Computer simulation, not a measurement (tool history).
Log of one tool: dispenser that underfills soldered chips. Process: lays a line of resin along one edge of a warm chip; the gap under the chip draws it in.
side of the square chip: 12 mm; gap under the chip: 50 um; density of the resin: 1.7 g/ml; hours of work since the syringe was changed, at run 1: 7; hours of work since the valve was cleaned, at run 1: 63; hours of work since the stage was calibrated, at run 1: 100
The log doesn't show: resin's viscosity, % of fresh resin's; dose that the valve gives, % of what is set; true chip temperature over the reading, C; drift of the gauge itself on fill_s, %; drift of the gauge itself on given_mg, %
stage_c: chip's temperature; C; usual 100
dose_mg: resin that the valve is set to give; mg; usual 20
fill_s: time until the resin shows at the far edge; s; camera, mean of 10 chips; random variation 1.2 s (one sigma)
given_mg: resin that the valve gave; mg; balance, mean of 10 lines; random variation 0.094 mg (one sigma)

run    day  stage_c  dose_mg  hours of work since the syringe was changed  hours of work since the valve was cleaned  hours of work since the stage was calibrated  fill_s  given_mg
  1      0      100       20                                            7                                         63                                           100   163.4     18.97
     0.292  -- new syringe of resin
  2  0.292      100       20                                            0                                         68                                           104   113.3     18.89
  3  0.508      100       20                                            3                                         71                                           107   136.5     19.08
  4  0.871      100       20                                            9                                         77                                           113   189.3     18.81
     1.008  -- new syringe of resin
  5  1.046      100     25.5                                            1                                         80                                           116   112.3     24.01
  6  1.396      100     25.5                                            6                                         85                                           122   157.9     23.82
  7  1.654      100     25.5                                           10                                         89                                           126   196.7     23.98
     1.725  -- new syringe of resin
  8  1.967      100     25.5                                            4                                         94                                           131   134.2     23.38
  9  2.262      100     20.6                                            9                                         99                                           135   180.8     19.01
     2.362  -- dispensing valve cleaned and set on the balance
     2.488  -- new syringe of resin
 10  2.658      100       20                                            3                                          5                                           141   132.6     19.97
 11  3.021      100       20                                            9                                         10                                           147     184     19.79
     3.229  -- new syringe of resin
 12  3.388      100       20                                            3                                         16                                           152   127.5     19.71
 13  3.579      100       20                                            6                                         19                                           155   150.7     19.65
 14  3.804      111       20                                            9                                         23                                           159   115.8     19.61
      3.95  -- new syringe of resin
 15  4.142      100       20                                            3                                         28                                           164   132.4     19.41
 16  4.325      100       20                                            6                                         31                                           167   158.3     19.41
 17  4.529      100       20                                            9                                         34                                           171   186.7     19.32
     4.696  -- new syringe of resin
 18  4.721       89     20.3                                            0                                         37                                           173   190.1     19.71
 19  5.021      102     22.4                                            5                                         42                                           178   135.8     21.85
     5.408  -- new syringe of resin
 20  5.408      102     21.2                                            0                                         48                                           184    99.8     20.55
 21  5.575      106     19.9                                            3                                         51                                           187    97.9        19
 22  5.779      106     19.9                                            6                                         54                                           190   117.3     19.06
     6.129  -- new syringe of resin
 23  6.158      106     19.9                                            0                                         60                                           196    86.4     18.92
 24  6.475       86     17.6                                            6                                         65                                           201   300.2     16.76
 25  6.817      100       18                                           11                                         71                                           207   208.6     16.92
     6.862  -- new syringe of resin
 26  7.029      100     22.1                                            3                                         74                                           210   130.5     20.86
 27  7.188       92     18.8                                            5                                         76                                           213   219.1     17.85
 28  7.525       86     19.8                                           11                                         82                                           218   394.3     18.57
     7.583  -- new syringe of resin
 29  7.788       95       20                                            3                                         86                                           222   164.8     18.68
 30  7.946       98     20.4                                            6                                         88                                           225   166.2     19.02
 31  8.146      110     17.5                                            9                                         91                                           228   120.8     16.24

Forecast each of these 4 alternatives for the next run:
     8.304  -- new syringe of resin
  A  8.358      100     17.5                                            1                                         95                                           231       ?         ?
     8.304  -- new syringe of resin
  B  8.358      100     17.4                                            1                                         95                                           231       ?         ?
     8.304  -- new syringe of resin
  C  8.358       94     18.2                                            1                                         95                                           231       ?         ?
     8.304  -- new syringe of resin
  D  8.358       91     17.6                                            1                                         95                                           231       ?         ?

run  fill_s  given_mg
  A   121.4     16.19
  B   122.1        16
  C   157.9     16.98
  D   185.6     16.29
Without the tool's hidden state the same runs would have given:
run  fill_s  given_mg
  A   113.1     17.45
  B   113.8     17.24
  C   147.6      18.3
  D   173.1     17.56
